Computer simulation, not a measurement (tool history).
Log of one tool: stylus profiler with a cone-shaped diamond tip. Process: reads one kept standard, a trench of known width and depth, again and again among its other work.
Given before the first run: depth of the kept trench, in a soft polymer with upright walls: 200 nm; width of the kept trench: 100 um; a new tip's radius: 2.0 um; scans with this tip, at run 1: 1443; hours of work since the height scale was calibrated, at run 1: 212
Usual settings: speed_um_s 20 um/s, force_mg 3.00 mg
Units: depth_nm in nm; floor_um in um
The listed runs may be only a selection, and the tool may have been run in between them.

| run | hour | speed_um_s | force_mg | scans with this tip | hours of work since the height scale was calibrated | depth_nm | floor_um |
|---|---|---|---|---|---|---|---|
| 1 | 0.0 | 20 | 3.00 | 1443 | 212 | 201.68 | 98.11 |
| 2 | 86.8 | 20 | 3.00 | 1828 | 269 | 201.55 | 98.09 |
| 3 | 137.5 | 20 | 1.57 | 2054 | 302 | 200.95 | 98.00 |
| 4 | 177.6 | 17 | 3.00 | 2231 | 328 | 201.52 | 98.07 |
| 5 | 241.6 | 17 | 3.00 | 2516 | 370 | 201.59 | 98.04 |
| 6 | 309.7 | 17 | 3.00 | 2818 | 415 | 201.46 | 98.04 |
| 7 | 380.8 | 20 | 3.34 | 3134 | 461 | 201.60 | 98.03 |
| 8 | 446.1 | 20 | 3.34 | 3424 | 504 | 201.46 | 97.95 |
| 9 | 491.2 | 20 | 3.00 | 3625 | 533 | 201.34 | 97.95 |
| 10 | 568.3 | 20 | 3.00 | 3967 | 584 | 201.32 | 97.93 |
| 11 | 631.9 | 20 | 2.69 | 4250 | 625 | 201.14 | 97.92 |
| 12 | 684.7 | 20 | 2.69 | 4484 | 660 | 201.10 | 97.93 |
| 13 | 737.8 | 20 | 2.69 | 4720 | 694 | 201.01 | 97.92 |
| 14 | 784.6 | 20 | 3.00 | 4928 | 725 | 201.13 | 97.93 |
| 15 | 843.0 | 71 | 5.32 | 5187 | 763 | 201.93 | 97.68 |
| 16 | 928.5 | 13 | 1.51 | 5567 | 819 | 200.41 | 97.86 |
| 17 | 990.2 | 13 | 3.00 | 5841 | 859 | 201.03 | 97.89 |
| 18 | 1051.5 | 8 | 3.53 | 6113 | 899 | 201.29 | 97.93 |
| 19 | 1097.5 | 8 | 3.53 | 6318 | 929 | 201.15 | 97.88 |
| 20 | 1139.0 | 8 | 3.53 | 6502 | 956 | 201.15 | 97.88 |
|  | 1174.3 | height scale calibrated on a step standard |
| 21 | 1196.3 | 47 | 1.68 | 6755 | 14 | 201.19 | 97.62 |
| 22 | 1273.2 | 47 | 3.49 | 7096 | 65 | 201.90 | 97.67 |
| 23 | 1352.7 | 22 | 2.44 | 7449 | 117 | 201.53 | 97.78 |
| 24 | 1424.0 | 22 | 2.44 | 7766 | 163 | 201.43 | 97.73 |
| 25 | 1469.3 | 8 | 3.00 | 7967 | 193 | 201.52 | 97.80 |
| 26 | 1555.2 | 12 | 6.81 | 8349 | 249 | 202.87 | 97.82 |
| 27 | 1610.8 | 12 | 6.81 | 8596 | 285 | 202.81 | 97.71 |

Alternative continuations, all from the tool just after run 27; predict every row:
| A | 1697.7 | 12 | 5.59 | 8982 | 342 | ? | ? |
| B | 1697.7 | 23 | 1.24 | 8982 | 342 | ? | ? |
| C | 1697.7 | 20 | 6.10 | 8982 | 342 | ? | ? |

| run | depth_nm | floor_um |
|---|---|---|
| A | 202.43 | 97.77 |
| B | 200.65 | 97.63 |
| C | 202.49 | 97.79 |
The same runs, with their run-to-run variation unchanged, on a tool lacking any hidden condition would have given:
| run | depth_nm | floor_um |
|---|---|---|
| A | 202.76 | 98.24 |
| B | 200.99 | 98.09 |
| C | 202.83 | 98.25 |

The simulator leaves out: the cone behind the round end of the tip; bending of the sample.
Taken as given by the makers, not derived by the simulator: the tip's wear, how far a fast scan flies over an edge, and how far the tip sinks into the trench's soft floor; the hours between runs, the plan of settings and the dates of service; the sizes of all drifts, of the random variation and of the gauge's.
